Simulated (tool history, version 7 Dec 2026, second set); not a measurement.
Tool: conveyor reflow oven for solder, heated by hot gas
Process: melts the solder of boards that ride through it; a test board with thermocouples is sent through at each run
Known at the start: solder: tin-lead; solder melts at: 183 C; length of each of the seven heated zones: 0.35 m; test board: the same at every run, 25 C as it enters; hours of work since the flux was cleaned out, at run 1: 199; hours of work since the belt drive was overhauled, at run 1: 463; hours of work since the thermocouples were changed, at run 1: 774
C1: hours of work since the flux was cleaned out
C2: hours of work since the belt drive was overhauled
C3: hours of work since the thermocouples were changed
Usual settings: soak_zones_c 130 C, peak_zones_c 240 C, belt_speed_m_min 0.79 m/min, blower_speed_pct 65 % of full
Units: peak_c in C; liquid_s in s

{"run": 1, "hour": 0.0, "soak_zones_c": 130, "peak_zones_c": 240, "belt_speed_m_min": 0.79, "blower_speed_pct": 65, "C1": 199, "C2": 463, "C3": 774, "peak_c": 223.1, "liquid_s": 40.8}
{"run": 2, "hour": 18.8, "soak_zones_c": 130, "peak_zones_c": 240, "belt_speed_m_min": 0.79, "blower_speed_pct": 61, "C1": 207, "C2": 471, "C3": 783, "peak_c": 221.9, "liquid_s": 40.2}
{"run": 3, "hour": 47.0, "soak_zones_c": 130, "peak_zones_c": 240, "belt_speed_m_min": 0.79, "blower_speed_pct": 61, "C1": 221, "C2": 485, "C3": 796, "peak_c": 221.7, "liquid_s": 40.5}
{"run": 4, "hour": 70.1, "soak_zones_c": 130, "peak_zones_c": 240, "belt_speed_m_min": 0.79, "blower_speed_pct": 65, "C1": 232, "C2": 496, "C3": 807, "peak_c": 222.7, "liquid_s": 40.7}
{"run": 5, "hour": 88.8, "soak_zones_c": 130, "peak_zones_c": 240, "belt_speed_m_min": 0.79, "blower_speed_pct": 65, "C1": 240, "C2": 504, "C3": 816, "peak_c": 222.8, "liquid_s": 40.5}
{"run": 6, "hour": 103.8, "soak_zones_c": 130, "peak_zones_c": 240, "belt_speed_m_min": 0.79, "blower_speed_pct": 65, "C1": 247, "C2": 511, "C3": 823, "peak_c": 223.0, "liquid_s": 40.7}

The next listed run, before its measurement:
{"run": 7, "hour": 131.4, "soak_zones_c": 130, "peak_zones_c": 235, "belt_speed_m_min": 0.79, "blower_speed_pct": 50, "C1": 260, "C2": 524, "C3": 836, "peak_c": "?", "liquid_s": "?"}

{"run 7": {"peak_c": 213.4, "liquid_s": 35.5}}
Without the tool's hidden state the same run would have given peak_c 213.3 C, liquid_s 35.5 s.
